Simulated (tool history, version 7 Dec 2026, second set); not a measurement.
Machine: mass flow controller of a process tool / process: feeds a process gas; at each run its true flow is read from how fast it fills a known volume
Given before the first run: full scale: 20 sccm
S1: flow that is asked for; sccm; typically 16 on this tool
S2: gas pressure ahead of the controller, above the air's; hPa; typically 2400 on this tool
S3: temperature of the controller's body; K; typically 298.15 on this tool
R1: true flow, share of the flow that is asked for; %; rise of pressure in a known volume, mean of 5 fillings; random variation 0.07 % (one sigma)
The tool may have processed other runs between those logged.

run	hour	S1	S2	S3	R1
1	0	16	2400	298.15	99.22
2	97.4	16	2400	298.15	99.23
3	214.6	16	2460	298.15	99.09
4	302	16	2460	298.15	99.11
5	378.3	16	2460	298.15	98.84
6	443.9	8	2400	298.15	97.99
7	527.7	16	2400	298.15	99.09
8	634.9	16	2400	298.15	99
9	723.5	16	2220	298.15	99.23
10	858	16	2220	298.15	99.05
11	922.5	16	2220	298.15	98.96
12	1000.2	3	2400	298.15	96.62
13	1117.7	16	2470	298.15	98.76
14	1239	16	2470	298.15	98.77
15	1352.7	16	2470	298.15	98.77
16	1428	16	2470	298.15	98.77
17	1555	3	2400	295.15	96.84
18	1683.4	3	2400	295.15	96.59
19	1776.3	3	2240	301.15	96.06

What if the next run were any one of these 5? Each begins from the tool's condition after run 19:
A	1853.8	12	2480	301.15	?
B	1853.8	14	2540	301.15	?
C	1853.8	10	2130	312.15	?
D	1853.8	9	2400	298.15	?
E	1853.8	17	2270	301.15	?

run	R1
A	97.6
B	97.8
C	96.8
D	97.54
E	98.54
Stripped of hidden state, with their random variation kept, the same runs would have yielded:
run	R1
A	98.25
B	98.43
C	97.47
D	98.23
E	99.14

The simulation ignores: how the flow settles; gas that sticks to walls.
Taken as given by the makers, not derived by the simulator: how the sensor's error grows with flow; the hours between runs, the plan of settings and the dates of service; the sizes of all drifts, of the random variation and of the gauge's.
